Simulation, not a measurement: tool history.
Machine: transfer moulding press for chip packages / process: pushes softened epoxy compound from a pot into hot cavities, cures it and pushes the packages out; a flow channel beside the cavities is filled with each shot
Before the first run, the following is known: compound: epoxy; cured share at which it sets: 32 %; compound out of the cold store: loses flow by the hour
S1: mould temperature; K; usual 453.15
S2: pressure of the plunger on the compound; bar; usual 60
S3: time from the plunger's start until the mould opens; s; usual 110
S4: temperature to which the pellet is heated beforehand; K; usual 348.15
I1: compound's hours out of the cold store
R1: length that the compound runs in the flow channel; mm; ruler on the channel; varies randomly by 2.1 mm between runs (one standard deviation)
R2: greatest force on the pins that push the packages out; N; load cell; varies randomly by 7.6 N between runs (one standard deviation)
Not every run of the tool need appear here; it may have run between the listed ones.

Run 1, hour 0: usual settings; I1 12.1. Result: R1 553 mm, R2 438 N.
Run 2, hour 20: usual settings but S3 114 s; I1 22.8. Result: R1 530 mm, R2 437 N.
Run 3, hour 38.6: usual settings but S1 454.15 K; I1 14.5. Result: R1 541 mm, R2 428 N.
Run 4, hour 48.7: usual settings but S1 454.15 K; I1 23.9. Result: R1 523 mm, R2 452 N.
Run 5, hour 63.5: usual settings but S1 451.15 K; I1 39.7. Result: R1 503 mm, R2 493 N.
Run 6, hour 79.9: usual settings but S2 58 bar; I1 43.1. Result: R1 483 mm, R2 470 N.
Run 7, hour 90.7: usual settings but S2 58 bar; I1 30.8. Result: R1 505 mm, R2 497 N.
At hour 104.5: cavities cleaned with cleaning compound and waxed.
Run 8, hour 107.9: usual settings but S2 58 bar; I1 26.6. Result: R1 510 mm, R2 336 N.
Run 9, hour 126.2: usual settings but S2 58 bar, S3 120 s; I1 47.2. Result: R1 474 mm, R2 350 N.
Run 10, hour 139.2: usual settings but S2 58 bar, S3 120 s; I1 41. Result: R1 479 mm, R2 357 N.
Run 11, hour 150.4: usual settings but S2 58 bar, S3 120 s; I1 36.4. Result: R1 492 mm, R2 371 N.
Run 12, hour 166.5: usual settings but S2 51.9 bar; I1 29.5. Result: R1 472 mm, R2 429 N.
At hour 175.7: plunger's sealing rings changed.
Run 13, hour 186.4: usual settings but S2 51.9 bar; I1 8.8. Result: R1 539 mm, R2 445 N.
Run 14, hour 196: usual settings but S2 51.9 bar; I1 42. Result: R1 480 mm, R2 428 N.
Run 15, hour 207.6: usual settings but S2 51.9 bar; I1 30.3. Result: R1 500 mm, R2 460 N.
Run 16, hour 224.3: usual settings but S2 60.8 bar; I1 27.8. Result: R1 542 mm, R2 452 N.
Run 17, hour 237.9: usual settings but S1 458.15 K, S2 51.5 bar, S4 339.15 K; I1 42.5. Result: R1 465 mm, R2 402 N.
Run 18, hour 252.5: usual settings but S1 458.15 K, S2 51.5 bar, S4 339.15 K; I1 32. Result: R1 480 mm, R2 437 N.
At hour 267.7: cavities cleaned with cleaning compound and waxed.
Run 19, hour 273.3: usual settings but S1 448.15 K, S2 72.4 bar, S3 100 s, S4 355.15 K; I1 21.5. Result: R1 621 mm, R2 537 N.
Run 20, hour 294.5: usual settings but S2 45.4 bar, S4 342.15 K; I1 29.2. Result: R1 462 mm, R2 384 N.
At hour 298.2: mould's thermocouples calibrated.
Run 21, hour 310.9: usual settings but S2 45.4 bar, S4 342.15 K; I1 40.4. Result: R1 446 mm, R2 406 N.
Run 22, hour 324.7: usual settings but S4 343.15 K; I1 35.3. Result: R1 518 mm, R2 419 N.
Run 23, hour 341.3: usual settings but S2 46.2 bar, S3 104 s, S4 358.15 K; I1 43.6. Result: R1 440 mm, R2 449 N.
Run 24, hour 356.3: usual settings but S1 451.15 K, S3 107 s, S4 358.15 K; I1 24.7. Result: R1 545 mm, R2 505 N.
At hour 380.2: mould's thermocouples calibrated, once more.
Run 25, hour 380.2: usual settings but S1 451.15 K, S3 107 s, S4 358.15 K; I1 44.1. Result: R1 508 mm, R2 504 N.
Run 26, hour 402.4: usual settings but S1 460.15 K, S3 107 s, S4 347.15 K; I1 36. Result: R1 496 mm, R2 422 N.
Run 27, hour 413.6: usual settings but S1 460.15 K, S3 107 s, S4 347.15 K; I1 11.5. Result: R1 533 mm, R2 424 N.
At hour 432: cavities cleaned with cleaning compound and waxed.
Run 28, hour 433.7: usual settings but S1 460.15 K, S3 115 s, S4 353.15 K; I1 41.7. Result: R1 479 mm, R2 286 N.
Run 29, hour 447.8: usual settings but S1 449.15 K, S2 65.2 bar, S4 356.15 K; I1 17.9. Result: R1 579 mm, R2 419 N.

4 ways to go on from here, each from the tool as it stands after run 29. What would each give?
Run A, hour 457.3: usual settings but S1 456.15 K, S2 65.2 bar, S4 356.15 K; I1 37.8. Result: R1 ?, R2 ?.
Run B, hour 457.3: usual settings but S1 448.15 K, S4 351.15 K; I1 46.9. Result: R1 ?, R2 ?.
Run C, hour 457.3: usual settings but S1 457.15 K, S2 52.3 bar, S4 356.15 K; I1 31.6. Result: R1 ?, R2 ?.
Run D, hour 457.3: usual settings but S1 457.15 K; I1 15.7. Result: R1 ?, R2 ?.

run   R1   R2
  A  519  342
  B  507  454
  C  471  336
  D  530  331
With no hidden state in the tool, these same runs would have given:
run   R1   R2
  A  540  295
  B  528  399
  C  490  290
  D  551  285

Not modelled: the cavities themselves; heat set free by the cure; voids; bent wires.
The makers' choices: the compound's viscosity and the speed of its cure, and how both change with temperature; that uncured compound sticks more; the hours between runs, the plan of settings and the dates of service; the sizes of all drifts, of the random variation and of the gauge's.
